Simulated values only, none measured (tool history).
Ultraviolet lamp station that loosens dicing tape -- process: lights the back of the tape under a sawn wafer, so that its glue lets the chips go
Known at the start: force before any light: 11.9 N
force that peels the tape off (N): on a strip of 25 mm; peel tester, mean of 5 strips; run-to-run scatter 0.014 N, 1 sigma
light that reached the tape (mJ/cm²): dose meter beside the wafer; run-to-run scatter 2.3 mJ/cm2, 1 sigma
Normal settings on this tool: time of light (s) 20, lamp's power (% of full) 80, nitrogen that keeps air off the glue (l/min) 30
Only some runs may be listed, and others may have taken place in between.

run,hour,time of light (s),lamp's power (% of full),nitrogen that keeps air off the glue (l/min),force that peels the tape off (N),light that reached the tape (mJ/cm²)
1,0.0,20,80,30,1.407,181
# hour 25.1: window cleaned of glue's vapour
2,64.9,20,80,30,1.162,199
3,104.7,20,80,30,1.195,190
4,152.9,20,80,30,1.315,188
5,193.1,20,80,30,1.337,182
6,264.3,20,80,30,1.521,176
7,339.5,20,81,30,1.629,164
8,407.9,20,76,30,2.002,149
9,481.5,20,76,30,2.149,143
10,520.7,22,82,30,1.663,164
# hour 570.2: window cleaned of glue's vapour
11,581.0,22,99,50,0.586,225
12,649.6,14,99,50,1.859,135
13,686.9,13,68,11,5.718,85
14,734.9,23,68,11,3.474,146
15,795.8,35,76,11,1.572,232

Alternative continuations, all from the tool just after run 15; predict every row:
A,830.0,15,91,30,?,?
B,830.0,14,62,30,?,?
C,830.0,20,80,14,?,?
D,830.0,12,76,44,?,?
E,830.0,10,79,28,?,?

run,force that peels the tape off (N),light that reached the tape (mJ/cm²)
A,2.874,118
B,5.005,73
C,3.307,135
D,4.320,79
E,5.302,69
Stripped of hidden state, with their random variation kept, the same runs would have yielded:
run,force that peels the tape off (N),light that reached the tape (mJ/cm²)
A,0.993,209
B,2.516,130
C,1.241,241
D,1.942,140
E,2.861,122
